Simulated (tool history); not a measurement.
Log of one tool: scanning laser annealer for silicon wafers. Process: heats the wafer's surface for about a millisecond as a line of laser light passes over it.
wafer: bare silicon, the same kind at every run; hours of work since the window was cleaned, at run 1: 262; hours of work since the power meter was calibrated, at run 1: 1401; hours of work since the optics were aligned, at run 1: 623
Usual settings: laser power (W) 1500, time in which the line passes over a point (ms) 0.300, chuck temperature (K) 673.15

run     day  laser power (W)  time in which the line passes over a point (ms)  chuck temperature (K)  hours of work since the window was cleaned  hours of work since the power meter was calibrated  hours of work since the optics were aligned  highest temperature of the surface (K)
  1   0.000             1500                                            0.300                 673.15                                         262                                                1401                                          623                                 1481.15
  2   1.079             1500                                            0.277                 673.15                                         282                                                1422                                          643                                 1444.15
  3   3.121             1500                                            0.277                 673.15                                         321                                                1461                                          682                                 1443.15
  4   4.317             1500                                            0.277                 673.15                                         344                                                1484                                          705                                 1442.15
  5   5.692             1500                                            0.277                 673.15                                         370                                                1510                                          731                                 1442.15
  6   7.583             1500                                            0.277                 673.15                                         407                                                1546                                          767                                 1444.15
  7   8.667             1500                                            0.277                 673.15                                         427                                                1567                                          788                                 1438.15
  8  10.167             1635                                            0.265                 639.15                                         456                                                1595                                          817                                 1462.15
  9  11.067             1324                                            0.300                 693.15                                         473                                                1612                                          834                                 1391.15
 10  12.508             1395                                            0.272                 678.15                                         501                                                1640                                          861                                 1380.15
 11  13.625             1345                                            0.266                 678.15                                         522                                                1661                                          883                                 1344.15
 12  15.588             1345                                            0.266                 678.15                                         559                                                1699                                          920                                 1342.15

Measured less the same run without the tool's hidden state. The same run-to-run variation is in both; the gauge's scatter may not be:
The hidden state here: light that passes the window, % of a clean one's; laser's true power over the reading, %; width of the line over the set one, %; drift of the gauge itself on peak_c, C.
run  highest temperature of the surface (K)
  1                                  -21.00
  2                                  -21.00
  3                                  -23.00
  4                                  -24.00
  5                                  -25.00
  6                                  -27.00
  7                                  -27.00
  8                                  -30.00
  9                                  -27.00
 10                                  -28.00
 11                                  -28.00
 12                                  -29.00
